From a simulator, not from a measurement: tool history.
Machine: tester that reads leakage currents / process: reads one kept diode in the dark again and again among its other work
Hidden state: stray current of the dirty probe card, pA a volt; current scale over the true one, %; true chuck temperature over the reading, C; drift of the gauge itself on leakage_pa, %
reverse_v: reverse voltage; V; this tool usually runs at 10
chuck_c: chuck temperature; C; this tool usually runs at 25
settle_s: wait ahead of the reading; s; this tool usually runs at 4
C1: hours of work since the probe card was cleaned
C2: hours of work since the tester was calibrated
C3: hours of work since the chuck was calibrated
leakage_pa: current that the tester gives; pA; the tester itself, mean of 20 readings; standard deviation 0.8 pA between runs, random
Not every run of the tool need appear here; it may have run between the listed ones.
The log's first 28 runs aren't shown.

run 29 day=61.975 | reverse_v=10 chuck_c=39 settle_s=0.39 | C1=1034 C2=2174 C3=1881 | leakage_pa=723.23
-- day=64.15 chuck's temperature calibrated
run 30 day=64.15 | reverse_v=10 chuck_c=39 settle_s=0.39 | C1=1070 C2=2210 C3=0 | leakage_pa=722.21
run 31 day=66.35 | reverse_v=14.9 chuck_c=39 settle_s=0.39 | C1=1108 C2=2248 C3=38 | leakage_pa=892.74
run 32 day=69.071 | reverse_v=14.9 chuck_c=39 settle_s=0.39 | C1=1155 C2=2295 C3=85 | leakage_pa=889.34
run 33 day=71.75 | reverse_v=1.1 chuck_c=53 settle_s=4 | C1=1201 C2=2342 C3=131 | leakage_pa=570.98
run 34 day=73.188 | reverse_v=1.1 chuck_c=53 settle_s=4 | C1=1226 C2=2366 C3=156 | leakage_pa=571.16
run 35 day=75.912 | reverse_v=1.1 chuck_c=53 settle_s=4 | C1=1273 C2=2413 C3=203 | leakage_pa=570.89
run 36 day=78.462 | reverse_v=18.3 chuck_c=26 settle_s=5.94 | C1=1317 C2=2458 C3=248 | leakage_pa=390.38
run 37 day=80.138 | reverse_v=3.9 chuck_c=28 settle_s=9.72 | C1=1346 C2=2487 C3=277 | leakage_pa=201.77
run 38 day=82.292 | reverse_v=1.8 chuck_c=37 settle_s=2.18 | C1=1384 C2=2524 C3=314 | leakage_pa=257.57
run 39 day=84.046 | reverse_v=1.8 chuck_c=37 settle_s=2.18 | C1=1414 C2=2554 C3=344 | leakage_pa=258

Alternative continuations, all from the tool just after run 39; predict every row:
run A day=87.121 | reverse_v=1.8 chuck_c=24 settle_s=3.86 | C1=1467 C2=2607 C3=397 | leakage_pa=?
run B day=87.121 | reverse_v=13.4 chuck_c=28 settle_s=2.94 | C1=1467 C2=2607 C3=397 | leakage_pa=?
run C day=87.121 | reverse_v=3.9 chuck_c=25 settle_s=0.95 | C1=1467 C2=2607 C3=397 | leakage_pa=?

run=A leakage_pa=100.67
run=B leakage_pa=386.23
run=C leakage_pa=162.51
What these runs would have given with no unlogged condition in the tool:
run=A leakage_pa=100.76
run=B leakage_pa=386.5
run=C leakage_pa=162.64

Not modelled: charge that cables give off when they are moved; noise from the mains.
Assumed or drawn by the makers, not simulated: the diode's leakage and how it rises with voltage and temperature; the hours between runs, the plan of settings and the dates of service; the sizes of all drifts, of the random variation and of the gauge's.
